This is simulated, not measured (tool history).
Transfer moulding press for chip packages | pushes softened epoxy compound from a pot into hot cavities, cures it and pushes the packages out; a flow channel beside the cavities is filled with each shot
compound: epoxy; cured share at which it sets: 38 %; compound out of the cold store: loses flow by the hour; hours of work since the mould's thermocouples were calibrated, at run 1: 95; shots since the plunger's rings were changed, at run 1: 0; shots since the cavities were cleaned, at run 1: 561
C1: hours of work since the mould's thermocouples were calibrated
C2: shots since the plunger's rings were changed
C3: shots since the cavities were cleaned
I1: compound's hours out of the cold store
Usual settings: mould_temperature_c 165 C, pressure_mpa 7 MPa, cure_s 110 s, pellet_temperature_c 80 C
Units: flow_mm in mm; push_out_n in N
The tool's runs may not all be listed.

{"run": 1, "hour": 0.0, "mould_temperature_c": 165, "pressure_mpa": 7, "cure_s": 110, "pellet_temperature_c": 80, "C1": 95, "C2": 0, "C3": 561, "I1": 15.6, "flow_mm": 1001, "push_out_n": 660}
{"hour": 6.9, "done": "cavities cleaned with cleaning compound and waxed"}
{"run": 2, "hour": 21.1, "mould_temperature_c": 165, "pressure_mpa": 7, "cure_s": 110, "pellet_temperature_c": 80, "C1": 105, "C2": 163, "C3": 118, "I1": 40.6, "flow_mm": 885, "push_out_n": 731}
{"run": 3, "hour": 51.7, "mould_temperature_c": 165, "pressure_mpa": 7, "cure_s": 110, "pellet_temperature_c": 80, "C1": 119, "C2": 415, "C3": 370, "I1": 36.9, "flow_mm": 893, "push_out_n": 754}
{"hour": 71.4, "done": "cavities cleaned with cleaning compound and waxed, once more"}
{"run": 4, "hour": 80.7, "mould_temperature_c": 165, "pressure_mpa": 7, "cure_s": 110, "pellet_temperature_c": 80, "C1": 132, "C2": 642, "C3": 77, "I1": 18.6, "flow_mm": 981, "push_out_n": 564}
{"run": 5, "hour": 104.9, "mould_temperature_c": 165, "pressure_mpa": 7, "cure_s": 110, "pellet_temperature_c": 80, "C1": 144, "C2": 842, "C3": 277, "I1": 46.1, "flow_mm": 850, "push_out_n": 577}
{"run": 6, "hour": 124.6, "mould_temperature_c": 165, "pressure_mpa": 7, "cure_s": 110, "pellet_temperature_c": 80, "C1": 153, "C2": 1005, "C3": 440, "I1": 24.3, "flow_mm": 945, "push_out_n": 667}

Run 7 comes next. What will it give?
{"hour": 146.8, "done": "cavities cleaned with cleaning compound and waxed"}
{"run": 7, "hour": 155.2, "mould_temperature_c": 166, "pressure_mpa": 5.63, "cure_s": 111, "pellet_temperature_c": 75, "C1": 167, "C2": 1246, "C3": 70, "I1": 10.8, "flow_mm": "?", "push_out_n": "?"}

{"run 7": {"flow_mm": 906, "push_out_n": 546}}
Without the tool's hidden state the same run would have given flow_mm 925 mm, push_out_n 506 N.
